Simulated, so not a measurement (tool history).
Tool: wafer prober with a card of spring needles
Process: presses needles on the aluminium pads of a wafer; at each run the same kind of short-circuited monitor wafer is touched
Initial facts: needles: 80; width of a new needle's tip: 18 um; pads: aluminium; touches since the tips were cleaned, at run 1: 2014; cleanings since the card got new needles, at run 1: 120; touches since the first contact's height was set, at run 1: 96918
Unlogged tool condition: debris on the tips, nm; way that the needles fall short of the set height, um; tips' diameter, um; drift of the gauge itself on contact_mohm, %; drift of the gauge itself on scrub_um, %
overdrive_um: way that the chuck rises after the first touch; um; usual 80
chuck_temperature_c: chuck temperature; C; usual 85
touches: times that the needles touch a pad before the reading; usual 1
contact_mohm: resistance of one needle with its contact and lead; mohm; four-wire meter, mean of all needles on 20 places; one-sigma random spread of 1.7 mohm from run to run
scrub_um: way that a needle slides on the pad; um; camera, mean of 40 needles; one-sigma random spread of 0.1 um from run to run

| run | day | overdrive_um | chuck_temperature_c | touches | touches since the tips were cleaned | cleanings since the card got new needles | touches since the first contact's height was set | contact_mohm | scrub_um |
|---|---|---|---|---|---|---|---|---|---|
| 1 | 0 | 80 | 85 | 1 | 2014 | 120 | 96918 | 184 | 20.61 |
|  | 0.083 | tips cleaned on abrasive film |
|  | 0.479 | tips cleaned on abrasive film |
| 2 | 0.717 | 80 | 85 | 1 | 1586 | 122 | 101664 | 187 | 20.4 |
|  | 0.879 | tips cleaned on abrasive film |
|  | 1.283 | tips cleaned on abrasive film |
| 3 | 1.429 | 80 | 85 | 1 | 982 | 124 | 106400 | 186 | 20.47 |
|  | 1.671 | tips cleaned on abrasive film |
|  | 2.075 | tips cleaned on abrasive film |
| 4 | 2.262 | 80 | 85 | 1 | 1245 | 126 | 111935 | 185 | 20.46 |
|  | 2.408 | tips cleaned on abrasive film |
|  | 2.733 | tips cleaned on abrasive film |
|  | 3.133 | tips cleaned on abrasive film |
|  | 3.525 | tips cleaned on abrasive film |
| 5 | 3.746 | 80 | 85 | 1 | 1481 | 130 | 121779 | 184 | 20.24 |
|  | 3.9 | tips cleaned on abrasive film |
|  | 4.3 | tips cleaned on abrasive film |
| 6 | 4.421 | 80 | 85 | 1 | 797 | 132 | 126267 | 180 | 20.13 |
|  | 4.662 | tips cleaned on abrasive film |
|  | 4.988 | tips cleaned on abrasive film |
|  | 5.383 | tips cleaned on abrasive film |
|  | 5.783 | tips cleaned on abrasive film |
| 7 | 6.008 | 80 | 85 | 1 | 1519 | 136 | 136815 | 187 | 20.3 |
|  | 6.171 | tips cleaned on abrasive film |
|  | 6.554 | tips cleaned on abrasive film |
|  | 6.958 | tips cleaned on abrasive film |
|  | 7.362 | tips cleaned on abrasive film |
| 8 | 7.567 | 80 | 85 | 1 | 1369 | 140 | 147160 | 184 | 20.11 |
|  | 7.729 | tips cleaned on abrasive film |
|  | 8.133 | tips cleaned on abrasive film |
| 9 | 8.433 | 80 | 85 | 1 | 2007 | 142 | 152920 | 192 | 20.1 |
|  | 8.512 | tips cleaned on abrasive film |
|  | 8.838 | tips cleaned on abrasive film |
|  | 9.242 | tips cleaned on abrasive film |
|  | 9.642 | tips cleaned on abrasive film |
|  | 10.046 | tips cleaned on abrasive film |
| 10 | 10.058 | 80 | 85 | 1 | 81 | 147 | 163705 | 180 | 19.85 |
|  | 10.383 | tips cleaned on abrasive film |
|  | 10.704 | tips cleaned on abrasive film |
|  | 11.104 | tips cleaned on abrasive film |
| 11 | 11.421 | 72 | 85 | 1 | 2121 | 150 | 172768 | 196 | 17.64 |
|  | 11.508 | tips cleaned on abrasive film |
|  | 11.9 | tips cleaned on abrasive film |
|  | 12.296 | tips cleaned on abrasive film |
| 12 | 12.388 | 72 | 85 | 1 | 593 | 153 | 179162 | 189 | 17.62 |
|  | 12.629 | tips cleaned on abrasive film |
|  | 13.033 | tips cleaned on abrasive film |
|  | 13.425 | tips cleaned on abrasive film |
|  | 13.792 | tips cleaned on abrasive film |
| 13 | 13.792 | 80 | 85 | 1 | 0 | 157 | 188501 | 181 | 19.57 |
|  | 14.029 | height of the first contact set anew |
|  | 14.192 | tips cleaned on abrasive film |
|  | 14.517 | tips cleaned on abrasive film |
| 14 | 14.629 | 80 | 85 | 1 | 759 | 159 | 3977 | 178 | 21.86 |
|  | 14.862 | tips cleaned on abrasive film |
|  | 15.188 | tips cleaned on abrasive film |
| 15 | 15.458 | 80 | 85 | 1 | 1816 | 161 | 9479 | 185 | 21.68 |
|  | 15.538 | tips cleaned on abrasive film |
|  | 15.938 | tips cleaned on abrasive film |
|  | 16.262 | tips cleaned on abrasive film |
|  | 16.662 | tips cleaned on abrasive film |
| 16 | 16.812 | 70 | 50 | 1 | 1001 | 165 | 18461 | 181 | 18.59 |
|  | 17.05 | tips cleaned on abrasive film |
|  | 17.446 | tips cleaned on abrasive film |
|  | 17.838 | tips cleaned on abrasive film |
| 17 | 18.033 | 70 | 50 | 1 | 1309 | 168 | 26583 | 186 | 18.72 |
|  | 18.196 | tips cleaned on abrasive film |
|  | 18.521 | tips cleaned on abrasive film |
|  | 18.925 | tips cleaned on abrasive film |
| 18 | 18.979 | 70 | 25 | 2 | 368 | 171 | 32849 | 170 | 18.57 |
|  | 19.304 | tips cleaned on abrasive film |
|  | 19.625 | tips cleaned on abrasive film |
| 19 | 19.908 | 70 | 25 | 2 | 1878 | 173 | 39016 | 179 | 18.52 |
|  | 19.992 | tips cleaned on abrasive film |
|  | 20.375 | tips cleaned on abrasive film |
|  | 20.779 | tips cleaned on abrasive film |
| 20 | 21.029 | 71 | 29 | 2 | 1675 | 176 | 46461 | 178 | 18.63 |
|  | 21.112 | tips cleaned on abrasive film |
|  | 21.433 | tips cleaned on abrasive film |
|  | 21.825 | tips cleaned on abrasive film |
|  | 22.15 | tips cleaned on abrasive film |
| 21 | 22.417 | 61 | 121 | 2 | 1807 | 180 | 55684 | 202 | 15.94 |
|  | 22.5 | tips cleaned on abrasive film |
|  | 22.825 | tips cleaned on abrasive film |
|  | 23.15 | tips cleaned on abrasive film |
|  | 23.554 | tips cleaned on abrasive film |
| 22 | 23.762 | 61 | 121 | 2 | 1403 | 184 | 64594 | 200 | 15.86 |
|  | 23.925 | tips cleaned on abrasive film |
|  | 24.317 | tips cleaned on abrasive film |
|  | 24.712 | tips cleaned on abrasive film |
|  | 25.038 | tips cleaned on abrasive film |
| 23 | 25.054 | 61 | 108 | 2 | 114 | 188 | 73159 | 193 | 15.59 |
|  | 25.379 | tips cleaned on abrasive film |
|  | 25.7 | tips cleaned on abrasive film |
| 24 | 25.896 | 69 | 72 | 1 | 1298 | 190 | 78750 | 194 | 17.77 |
|  | 26.058 | tips cleaned on abrasive film |
|  | 26.462 | tips cleaned on abrasive film |
|  | 26.867 | tips cleaned on abrasive film |
|  | 27.188 | tips cleaned on abrasive film |
| 25 | 27.404 | 69 | 72 | 1 | 1452 | 194 | 88782 | 194 | 17.69 |
|  | 27.571 | tips cleaned on abrasive film |
|  | 27.892 | tips cleaned on abrasive film |
|  | 28.288 | tips cleaned on abrasive film |
| 26 | 28.533 | 63 | 85 | 1 | 1645 | 197 | 96280 | 204 | 15.97 |
|  | 28.617 | tips cleaned on abrasive film |
|  | 29.017 | tips cleaned on abrasive film |
| 27 | 29.221 | 61 | 50 | 1 | 1357 | 199 | 100825 | 198 | 15.39 |
|  | 29.383 | tips cleaned on abrasive film |
|  | 29.775 | tips cleaned on abrasive film |
|  | 30.167 | tips cleaned on abrasive film |
| 28 | 30.283 | 61 | 50 | 1 | 796 | 202 | 107898 | 192 | 15.3 |
|  | 30.529 | tips cleaned on abrasive film |
|  | 30.933 | tips cleaned on abrasive film |
|  | 31.254 | tips cleaned on abrasive film |
| 29 | 31.388 | 61 | 50 | 1 | 891 | 205 | 115222 | 191 | 15.19 |

Predict each of these 3 candidate next runs independently; none follows another, all start after run 29:
|  | 31.629 | tips cleaned on abrasive film |
|  | 31.95 | tips cleaned on abrasive film |
|  | 32.35 | tips cleaned on abrasive film |
| A | 32.438 | 67 | 85 | 2 | 584 | 208 | 122171 | ? | ? |
|  | 31.629 | tips cleaned on abrasive film |
|  | 31.95 | tips cleaned on abrasive film |
|  | 32.35 | tips cleaned on abrasive film |
| B | 32.438 | 83 | 33 | 1 | 584 | 208 | 122171 | ? | ? |
|  | 31.629 | tips cleaned on abrasive film |
|  | 31.95 | tips cleaned on abrasive film |
|  | 32.35 | tips cleaned on abrasive film |
| C | 32.438 | 97 | 44 | 2 | 584 | 208 | 122171 | ? | ? |

| run | contact_mohm | scrub_um |
|---|---|---|
| A | 189 | 16.73 |
| B | 175 | 20.98 |
| C | 168 | 24.81 |
Stripped of hidden state, with their random variation kept, the same runs would have yielded:
| run | contact_mohm | scrub_um |
|---|---|---|
| A | 174 | 18.06 |
| B | 162 | 22.32 |
| C | 160 | 26.15 |
